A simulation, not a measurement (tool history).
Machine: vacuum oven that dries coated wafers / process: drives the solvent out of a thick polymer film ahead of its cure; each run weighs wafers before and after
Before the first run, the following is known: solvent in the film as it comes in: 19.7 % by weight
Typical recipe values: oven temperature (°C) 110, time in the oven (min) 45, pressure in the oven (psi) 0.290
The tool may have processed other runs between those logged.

run	hour	oven temperature (°C)	time in the oven (min)	pressure in the oven (psi)	solvent left in the film (%)
1	0.0	110	45	0.290	1.43
2	15.6	110	45	0.290	1.40
3	35.3	110	45	0.290	1.43
4	60.3	116	45	0.290	0.88
5	78.2	116	45	0.290	0.83
6	104.9	113	45	0.290	1.08
7	136.8	113	45	0.290	1.05
8	160.8	110	26	0.290	3.03
9	192.9	110	45	0.290	1.42
10	226.4	110	45	0.290	1.41
11	248.2	110	45	0.290	1.42
# hour 255.8: oven's thermocouples calibrated
12	268.4	103	45	0.290	2.50
13	293.5	113	45	0.290	0.96
14	321.0	113	45	0.290	0.97
15	336.3	113	45	0.290	0.97
16	360.3	110	45	0.290	1.25
17	389.7	110	45	0.290	1.32
# hour 415.1: oven's thermocouples calibrated, once more
18	416.0	110	45	0.290	1.72
19	437.6	110	45	0.290	1.69
20	468.1	110	45	0.290	1.67
21	499.0	110	45	0.290	1.70
22	525.6	110	45	0.290	1.71
23	550.3	107	49	0.342	2.15
24	583.0	107	49	0.342	2.23
25	602.1	110	38	0.239	1.98
26	630.9	110	38	0.239	1.94
27	661.3	110	38	0.239	1.93
28	683.6	110	24	0.232	3.69
29	710.9	110	24	0.249	3.77
30	736.5	117	44	0.873	2.22
31	754.7	110	45	0.463	2.11
32	779.5	110	29	0.463	3.48
33	805.6	110	29	0.463	3.40
34	822.6	104	34	0.173	3.77
35	847.1	122	45	0.290	0.75
36	876.7	108	27	0.541	4.57
37	893.2	96	35	0.181	6.57
38	906.8	99	35	0.216	5.55
39	927.7	99	35	0.216	5.50
40	943.3	112	35	0.216	1.70
41	966.4	107	35	0.400	3.43
42	985.4	114	39	0.393	1.64

Each row is a separate what-if for the run after 42, all from the same tool condition, not one after another. Results?
A	1000.9	115	59	0.351	?
B	1000.9	118	75	0.393	?
C	1000.9	101	27	0.393	?
D	1000.9	110	45	0.334	?
E	1000.9	108	34	0.489	?

run	solvent left in the film (%)
A	1.07
B	1.02
C	6.65
D	1.75
E	3.43
Take away the tool's hidden state, keep each run's random variation, and the runs would have read:
run	solvent left in the film (%)
A	0.93
B	0.90
C	6.62
D	1.64
E	3.36
